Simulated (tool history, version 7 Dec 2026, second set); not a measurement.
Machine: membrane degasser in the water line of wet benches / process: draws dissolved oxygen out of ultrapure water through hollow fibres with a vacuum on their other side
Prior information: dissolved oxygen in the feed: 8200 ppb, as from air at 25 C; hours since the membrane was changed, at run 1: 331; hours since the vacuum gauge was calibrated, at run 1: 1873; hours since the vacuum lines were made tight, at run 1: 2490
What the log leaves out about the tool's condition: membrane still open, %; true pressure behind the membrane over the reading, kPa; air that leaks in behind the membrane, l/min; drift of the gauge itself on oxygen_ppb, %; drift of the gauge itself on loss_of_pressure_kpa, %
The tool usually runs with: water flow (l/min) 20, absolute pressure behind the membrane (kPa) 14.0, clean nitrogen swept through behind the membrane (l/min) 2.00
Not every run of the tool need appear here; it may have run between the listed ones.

run,hour,water flow (l/min),absolute pressure behind the membrane (kPa),clean nitrogen swept through behind the membrane (l/min),hours since the membrane was changed,hours since the vacuum gauge was calibrated,hours since the vacuum lines were made tight,dissolved oxygen in the water behind the degasser (ppb),pressure that the water loses in the fibres (kPa)
1,0.0,20,14.0,2.00,331,1873,2490,256.7,30.28
2,159.7,20,14.0,2.00,491,2033,2650,256.6,30.03
3,361.8,20,14.0,2.00,693,2235,2852,256.1,30.17
4,454.8,20,14.0,2.00,786,2328,2945,257.6,29.94
5,587.0,20,14.0,2.00,918,2460,3077,256.2,29.96
6,811.0,20,14.0,2.00,1142,2684,3301,256.7,30.01
7,933.1,18,14.0,2.00,1264,2807,3423,230.3,26.75
8,1100.7,18,14.0,2.00,1432,2974,3591,230.4,26.86
9,1201.1,18,14.0,2.00,1532,3075,3691,231.5,27.06
10,1336.6,18,14.0,2.00,1668,3210,3827,231.0,26.82
11,1476.1,18,14.0,2.00,1807,3350,3966,231.3,26.83
12,1672.2,18,14.0,2.00,2003,3546,4163,232.1,27.01
13,1853.7,18,14.0,2.00,2185,3727,4344,230.9,26.77
14,2020.0,18,14.0,2.00,2351,3893,4510,231.1,26.65
15,2156.8,20,14.0,2.00,2488,4030,4647,256.7,30.00
16,2326.4,20,14.0,2.00,2658,4200,4817,255.1,29.60
17,2452.4,26,14.0,2.00,2784,4326,4943,335.2,38.63
18,2646.0,16,24.9,3.23,2977,4519,5136,258.6,23.73
19,2856.8,19,14.0,2.00,3188,4730,5347,244.5,28.19
20,3015.3,20,14.0,2.56,3347,4889,5506,207.0,29.60
21,3184.7,20,14.0,2.56,3516,5058,5675,206.6,29.53
22,3395.3,31,9.8,4.42,3727,5269,5886,146.8,45.79
23,3544.0,23,29.4,2.00,3875,5417,6034,670.1,33.99
24,3647.7,23,17.4,2.00,3979,5521,6138,382.1,33.84
25,3821.0,18,13.0,2.74,4152,5694,6311,158.6,26.73
26,4038.8,25,13.0,2.74,4370,5912,6529,226.9,36.94
27,4194.8,19,14.0,1.93,4526,6068,6685,252.2,27.99
28,4398.6,20,22.6,2.00,4730,6272,6889,442.9,29.41
29,4525.0,14,14.0,5.19,4856,6398,7015,73.8,20.78
30,4750.6,28,25.9,2.00,5082,6624,7241,701.2,41.41
31,4884.6,14,25.9,3.30,5216,6758,7375,233.0,20.53
32,5018.1,18,9.5,2.67,5349,6892,7508,107.1,26.38

The logged runs with the hidden state left out (each run's random variation unchanged):
run,pressure that the water loses in the fibres (kPa)
1,30.28
2,30.05
3,30.23
4,30.01
5,30.06
6,30.14
7,26.88
8,27.01
9,27.23
10,27.02
11,27.04
12,27.25
13,27.03
14,26.94
15,30.34
16,29.97
17,39.14
18,24.06
19,28.62
20,30.08
21,30.04
22,46.63
23,34.64
24,34.51
25,27.28
26,37.73
27,28.62
28,30.11
29,21.29
30,42.47
31,21.07
32,27.10
dissolved oxygen in the water behind the degasser (ppb): differs from the measured result by no more than 0.2 in any run.

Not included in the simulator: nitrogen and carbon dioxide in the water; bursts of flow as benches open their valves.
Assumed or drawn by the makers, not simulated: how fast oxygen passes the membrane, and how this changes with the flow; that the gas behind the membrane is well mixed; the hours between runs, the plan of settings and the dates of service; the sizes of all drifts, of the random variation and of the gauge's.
